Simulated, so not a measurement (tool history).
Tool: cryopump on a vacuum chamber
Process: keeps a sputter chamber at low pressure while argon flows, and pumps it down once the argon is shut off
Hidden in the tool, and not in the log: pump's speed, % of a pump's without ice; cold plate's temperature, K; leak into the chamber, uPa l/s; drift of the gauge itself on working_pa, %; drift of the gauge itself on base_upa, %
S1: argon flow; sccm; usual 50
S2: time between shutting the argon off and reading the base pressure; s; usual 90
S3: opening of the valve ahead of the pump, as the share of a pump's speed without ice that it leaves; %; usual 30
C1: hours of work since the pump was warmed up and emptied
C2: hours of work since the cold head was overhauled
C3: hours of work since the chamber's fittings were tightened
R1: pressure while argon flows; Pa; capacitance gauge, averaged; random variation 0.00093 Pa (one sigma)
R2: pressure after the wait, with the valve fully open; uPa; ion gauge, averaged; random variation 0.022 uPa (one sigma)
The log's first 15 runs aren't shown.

| run | hour | S1 | S2 | S3 | C1 | C2 | C3 | R1 | R2 |
|---|---|---|---|---|---|---|---|---|---|
| 16 | 462.3 | 50 | 24 | 30 | 107 | 1197 | 901 | 0.2013 | 4.17 |
| 17 | 491.7 | 50 | 24 | 30 | 128 | 1218 | 922 | 0.2002 | 4.27 |
| 18 | 521.5 | 50 | 177 | 23 | 149 | 1239 | 944 | 0.2591 | 2.79 |
| 19 | 556.7 | 50 | 21 | 30 | 174 | 1264 | 969 | 0.1999 | 4.58 |
| 20 | 591 | 78 | 132 | 30 | 198 | 1288 | 993 | 0.3117 | 2.93 |
| 21 | 626.3 | 35 | 229 | 20 | 224 | 1314 | 1018 | 0.2094 | 2.93 |
| 22 | 653.1 | 47 | 90 | 40 | 243 | 1333 | 1038 | 0.1443 | 3.28 |
| 23 | 676.4 | 21 | 146 | 48 | 259 | 1349 | 1054 | 0.0532 | 3.16 |
| 24 | 694.3 | 21 | 146 | 48 | 272 | 1362 | 1067 | 0.0544 | 3.24 |
| 25 | 724.5 | 20 | 151 | 30 | 294 | 1384 | 1088 | 0.0808 | 3.23 |
| 26 | 742.7 | 94 | 53 | 18 | 307 | 1397 | 1101 | 0.6264 | 3.8 |
| 27 | 772.4 | 71 | 88 | 18 | 328 | 1418 | 1123 | 0.4747 | 3.62 |
| 28 | 812.8 | 71 | 88 | 18 | 357 | 1447 | 1151 | 0.4752 | 3.68 |
|  | 825 | leaking fittings of the chamber tightened, without venting |
| 29 | 855.8 | 50 | 101 | 30 | 386 | 1476 | 22 | 0.2043 | 0.71 |
| 30 | 893.1 | 50 | 101 | 30 | 412 | 1502 | 48 | 0.2053 | 0.77 |
| 31 | 930.2 | 50 | 101 | 30 | 439 | 1529 | 75 | 0.2064 | 0.82 |
| 32 | 964.5 | 32 | 35 | 23 | 463 | 1553 | 99 | 0.1697 | 1.67 |
| 33 | 986.1 | 26 | 35 | 31 | 479 | 1569 | 115 | 0.105 | 1.76 |

Forecast each of these 4 alternatives for the next run:
| A | 1026.2 | 27 | 90 | 30 | 507 | 1597 | 143 | ? | ? |
| B | 1026.2 | 26 | 35 | 27 | 507 | 1597 | 143 | ? | ? |
| C | 1026.2 | 50 | 74 | 30 | 507 | 1597 | 143 | ? | ? |
| D | 1026.2 | 50 | 33 | 30 | 507 | 1597 | 143 | ? | ? |

| run | R1 | R2 |
|---|---|---|
| A | 0.1121 | 1.17 |
| B | 0.1195 | 1.84 |
| C | 0.2057 | 1.22 |
| D | 0.2073 | 1.88 |
Without the tool's hidden state the same runs would have given:
| run | R1 | R2 |
|---|---|---|
| A | 0.1067 | 0.73 |
| B | 0.1142 | 1.41 |
| C | 0.1956 | 0.78 |
| D | 0.1972 | 1.46 |
